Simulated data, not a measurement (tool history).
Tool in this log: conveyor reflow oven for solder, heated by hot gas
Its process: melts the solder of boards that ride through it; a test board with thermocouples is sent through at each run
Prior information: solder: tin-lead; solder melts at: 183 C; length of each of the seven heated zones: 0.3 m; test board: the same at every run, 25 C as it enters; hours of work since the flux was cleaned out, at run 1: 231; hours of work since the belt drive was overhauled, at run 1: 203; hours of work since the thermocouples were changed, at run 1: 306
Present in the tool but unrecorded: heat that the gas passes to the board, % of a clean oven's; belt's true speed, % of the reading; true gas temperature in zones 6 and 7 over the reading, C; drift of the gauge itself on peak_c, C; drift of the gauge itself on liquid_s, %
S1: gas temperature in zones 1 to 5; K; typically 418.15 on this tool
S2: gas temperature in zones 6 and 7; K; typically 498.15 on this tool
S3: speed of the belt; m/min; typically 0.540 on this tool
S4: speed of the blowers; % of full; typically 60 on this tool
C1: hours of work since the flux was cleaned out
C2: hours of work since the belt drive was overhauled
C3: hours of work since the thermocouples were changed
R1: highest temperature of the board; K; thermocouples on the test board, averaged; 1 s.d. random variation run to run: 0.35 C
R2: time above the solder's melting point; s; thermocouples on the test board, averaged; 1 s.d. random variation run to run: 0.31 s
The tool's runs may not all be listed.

{"run": 1, "hour": 0.0, "S1": 418.15, "S2": 498.15, "S3": 0.54, "S4": 60, "C1": 231, "C2": 203, "C3": 306, "R1": 479.95, "R2": 42.6}
{"run": 2, "hour": 9.7, "S1": 418.15, "S2": 498.15, "S3": 0.54, "S4": 60, "C1": 238, "C2": 210, "C3": 313, "R1": 479.55, "R2": 43.3}
{"run": 3, "hour": 14.9, "S1": 418.15, "S2": 498.15, "S3": 0.54, "S4": 60, "C1": 242, "C2": 214, "C3": 316, "R1": 479.75, "R2": 43.4}
{"run": 4, "hour": 19.1, "S1": 418.15, "S2": 498.15, "S3": 0.54, "S4": 63, "C1": 245, "C2": 217, "C3": 319, "R1": 481.15, "R2": 43.6}
{"run": 5, "hour": 25.0, "S1": 418.15, "S2": 497.15, "S3": 0.54, "S4": 60, "C1": 249, "C2": 221, "C3": 324, "R1": 479.15, "R2": 41.9}
{"run": 6, "hour": 32.5, "S1": 418.15, "S2": 497.15, "S3": 0.54, "S4": 60, "C1": 254, "C2": 226, "C3": 329, "R1": 479.35, "R2": 42.6}
{"run": 7, "hour": 40.2, "S1": 418.15, "S2": 498.15, "S3": 0.54, "S4": 60, "C1": 260, "C2": 232, "C3": 334, "R1": 479.25, "R2": 43.4}
{"run": 8, "hour": 47.2, "S1": 418.15, "S2": 498.15, "S3": 0.54, "S4": 60, "C1": 265, "C2": 237, "C3": 340, "R1": 479.55, "R2": 42.6}
{"run": 9, "hour": 55.4, "S1": 418.15, "S2": 498.15, "S3": 0.54, "S4": 60, "C1": 271, "C2": 243, "C3": 345, "R1": 479.35, "R2": 43.5}
{"run": 10, "hour": 64.7, "S1": 418.15, "S2": 498.15, "S3": 0.54, "S4": 60, "C1": 277, "C2": 249, "C3": 352, "R1": 479.85, "R2": 43.5}
{"hour": 70.4, "done": "flux residue cleaned out of gas plates and filters"}
{"run": 11, "hour": 74.9, "S1": 418.15, "S2": 498.15, "S3": 0.54, "S4": 60, "C1": 3, "C2": 253, "C3": 356, "R1": 478.85, "R2": 41.8}
{"run": 12, "hour": 80.5, "S1": 418.15, "S2": 498.15, "S3": 0.54, "S4": 60, "C1": 7, "C2": 257, "C3": 360, "R1": 478.65, "R2": 42.7}
{"run": 13, "hour": 87.6, "S1": 418.15, "S2": 498.15, "S3": 0.54, "S4": 60, "C1": 12, "C2": 262, "C3": 365, "R1": 479.35, "R2": 41.9}
{"hour": 96.0, "done": "flux residue cleaned out of gas plates and filters, once more"}
{"run": 14, "hour": 97.8, "S1": 418.15, "S2": 498.15, "S3": 0.54, "S4": 60, "C1": 1, "C2": 266, "C3": 369, "R1": 480.85, "R2": 45.3}
{"run": 15, "hour": 105.0, "S1": 418.15, "S2": 489.15, "S3": 0.54, "S4": 60, "C1": 6, "C2": 271, "C3": 374, "R1": 473.55, "R2": 38.1}
{"run": 16, "hour": 110.6, "S1": 418.15, "S2": 489.15, "S3": 0.54, "S4": 60, "C1": 10, "C2": 275, "C3": 378, "R1": 473.55, "R2": 37.9}
{"run": 17, "hour": 116.9, "S1": 423.15, "S2": 510.15, "S3": 0.508, "S4": 60, "C1": 15, "C2": 280, "C3": 382, "R1": 493.55, "R2": 60.6}
{"run": 18, "hour": 121.9, "S1": 423.15, "S2": 510.15, "S3": 0.508, "S4": 60, "C1": 19, "C2": 283, "C3": 386, "R1": 494.25, "R2": 60.7}
{"run": 19, "hour": 126.9, "S1": 409.15, "S2": 500.15, "S3": 0.594, "S4": 56, "C1": 22, "C2": 287, "C3": 390, "R1": 477.45, "R2": 32.9}
{"run": 20, "hour": 132.0, "S1": 409.15, "S2": 500.15, "S3": 0.594, "S4": 56, "C1": 26, "C2": 290, "C3": 393, "R1": 477.05, "R2": 33.1}
{"run": 21, "hour": 141.4, "S1": 404.15, "S2": 498.15, "S3": 0.634, "S4": 76, "C1": 33, "C2": 297, "C3": 400, "R1": 475.45, "R2": 30.2}
{"run": 22, "hour": 148.4, "S1": 412.15, "S2": 513.15, "S3": 0.54, "S4": 60, "C1": 38, "C2": 302, "C3": 405, "R1": 492.25, "R2": 51.9}
{"run": 23, "hour": 157.6, "S1": 405.15, "S2": 507.15, "S3": 0.505, "S4": 82, "C1": 44, "C2": 309, "C3": 412, "R1": 492.15, "R2": 54.0}
{"run": 24, "hour": 162.4, "S1": 405.15, "S2": 507.15, "S3": 0.505, "S4": 82, "C1": 48, "C2": 312, "C3": 415, "R1": 492.95, "R2": 53.8}
{"run": 25, "hour": 169.4, "S1": 404.15, "S2": 488.15, "S3": 0.645, "S4": 60, "C1": 53, "C2": 317, "C3": 420, "R1": 463.95, "R2": 14.2}
{"run": 26, "hour": 173.4, "S1": 404.15, "S2": 488.15, "S3": 0.645, "S4": 60, "C1": 56, "C2": 320, "C3": 423, "R1": 463.25, "R2": 13.6}
{"run": 27, "hour": 180.7, "S1": 418.15, "S2": 490.15, "S3": 0.54, "S4": 60, "C1": 61, "C2": 325, "C3": 428, "R1": 474.05, "R2": 38.7}
{"run": 28, "hour": 185.1, "S1": 418.15, "S2": 490.15, "S3": 0.54, "S4": 60, "C1": 64, "C2": 329, "C3": 431, "R1": 474.25, "R2": 38.1}
{"run": 29, "hour": 190.1, "S1": 417.15, "S2": 498.15, "S3": 0.544, "S4": 64, "C1": 68, "C2": 332, "C3": 435, "R1": 481.25, "R2": 44.3}
{"run": 30, "hour": 197.9, "S1": 417.15, "S2": 498.15, "S3": 0.544, "S4": 64, "C1": 73, "C2": 338, "C3": 440, "R1": 480.85, "R2": 44.0}
{"run": 31, "hour": 203.8, "S1": 417.15, "S2": 498.15, "S3": 0.545, "S4": 83, "C1": 77, "C2": 342, "C3": 445, "R1": 484.45, "R2": 48.0}

Predict the results of run 32:
{"run": 32, "hour": 210.2, "S1": 417.15, "S2": 498.15, "S3": 0.545, "S4": 83, "C1": 82, "C2": 347, "C3": 449, "R1": "?", "R2": "?"}

R1: 484.55 K
R2: 47.7 s
Minus the tool's unlogged condition, the same run would have read R1 486.15 K, R2 48.7 s.
